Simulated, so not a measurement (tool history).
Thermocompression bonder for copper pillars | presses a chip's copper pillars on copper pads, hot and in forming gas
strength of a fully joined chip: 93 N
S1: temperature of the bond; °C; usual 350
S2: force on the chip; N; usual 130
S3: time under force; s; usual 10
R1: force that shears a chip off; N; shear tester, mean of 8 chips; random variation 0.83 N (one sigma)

| run | hour | S1 | S2 | S3 | R1 |
|---|---|---|---|---|---|
| 1 | 0.0 | 350 | 130 | 10 | 59.8 |
| 2 | 9.9 | 350 | 130 | 10 | 57.5 |
| 3 | 20.2 | 350 | 130 | 14 | 62.7 |
| 4 | 26.0 | 350 | 130 | 14 | 61.3 |
| 5 | 35.5 | 350 | 130 | 10 | 56.8 |
| 6 | 46.0 | 350 | 130 | 10 | 57.1 |
| 7 | 55.9 | 350 | 140 | 10 | 59.9 |
| 8 | 62.4 | 350 | 140 | 10 | 59.6 |
| 9 | 69.9 | 350 | 140 | 10 | 58.9 |
| 10 | 80.2 | 350 | 138 | 10 | 58.3 |
|  | 84.0 | forming gas filter changed |
| 11 | 86.7 | 350 | 138 | 10 | 66.1 |
| 12 | 95.0 | 350 | 149 | 10 | 67.3 |
| 13 | 101.8 | 350 | 149 | 10 | 67.6 |
| 14 | 112.6 | 350 | 130 | 15 | 68.0 |
| 15 | 118.5 | 350 | 130 | 15 | 67.5 |
| 16 | 127.9 | 350 | 130 | 15 | 67.9 |
| 17 | 137.3 | 350 | 118 | 15 | 63.5 |
| 18 | 145.2 | 350 | 118 | 15 | 65.1 |
| 19 | 153.2 | 364 | 118 | 15 | 69.2 |
| 20 | 161.2 | 346 | 118 | 15 | 63.0 |
| 21 | 170.3 | 346 | 118 | 15 | 61.8 |
| 22 | 177.7 | 350 | 130 | 13 | 64.3 |
| 23 | 184.1 | 350 | 130 | 13 | 64.2 |
| 24 | 192.4 | 349 | 98 | 12 | 51.0 |
| 25 | 203.1 | 380 | 148 | 22 | 85.1 |
| 26 | 211.9 | 380 | 148 | 22 | 82.8 |
| 27 | 220.3 | 380 | 167 | 26 | 86.2 |
| 28 | 225.2 | 380 | 167 | 26 | 84.0 |
| 29 | 231.2 | 355 | 143 | 10 | 63.2 |
| 30 | 238.8 | 355 | 143 | 10 | 65.1 |
| 31 | 247.3 | 350 | 141 | 7 | 55.4 |
| 32 | 257.5 | 379 | 141 | 7 | 66.8 |
| 33 | 264.2 | 374 | 99 | 19 | 65.3 |
| 34 | 275.6 | 358 | 164 | 11 | 71.3 |
| 35 | 285.7 | 358 | 164 | 11 | 69.5 |

Measured less the same run without the tool's hidden state. The same run-to-run variation is in both; the gauge's scatter may not be:
The hidden state here: true temperature of the bond over the reading, C; force that reaches the chip, % of what is set; oxide that the forming gas leaves, % of the face; drift of the gauge itself on shear_n, %.
| run | R1 |
|---|---|
| 1 | -8.1 |
| 2 | -8.2 |
| 3 | -8.7 |
| 4 | -8.7 |
| 5 | -8.6 |
| 6 | -8.9 |
| 7 | -9.4 |
| 8 | -9.6 |
| 9 | -9.7 |
| 10 | -9.8 |
| 11 | -3.4 |
| 12 | -3.6 |
| 13 | -3.7 |
| 14 | -3.9 |
| 15 | -4.0 |
| 16 | -4.3 |
| 17 | -4.7 |
| 18 | -4.9 |
| 19 | -4.8 |
| 20 | -5.3 |
| 21 | -5.5 |
| 22 | -5.6 |
| 23 | -5.8 |
| 24 | -5.8 |
| 25 | -4.9 |
| 26 | -5.1 |
| 27 | -4.8 |
| 28 | -4.8 |
| 29 | -6.7 |
| 30 | -7.2 |
| 31 | -7.2 |
| 32 | -7.4 |
| 33 | -7.4 |
| 34 | -8.0 |
| 35 | -8.1 |
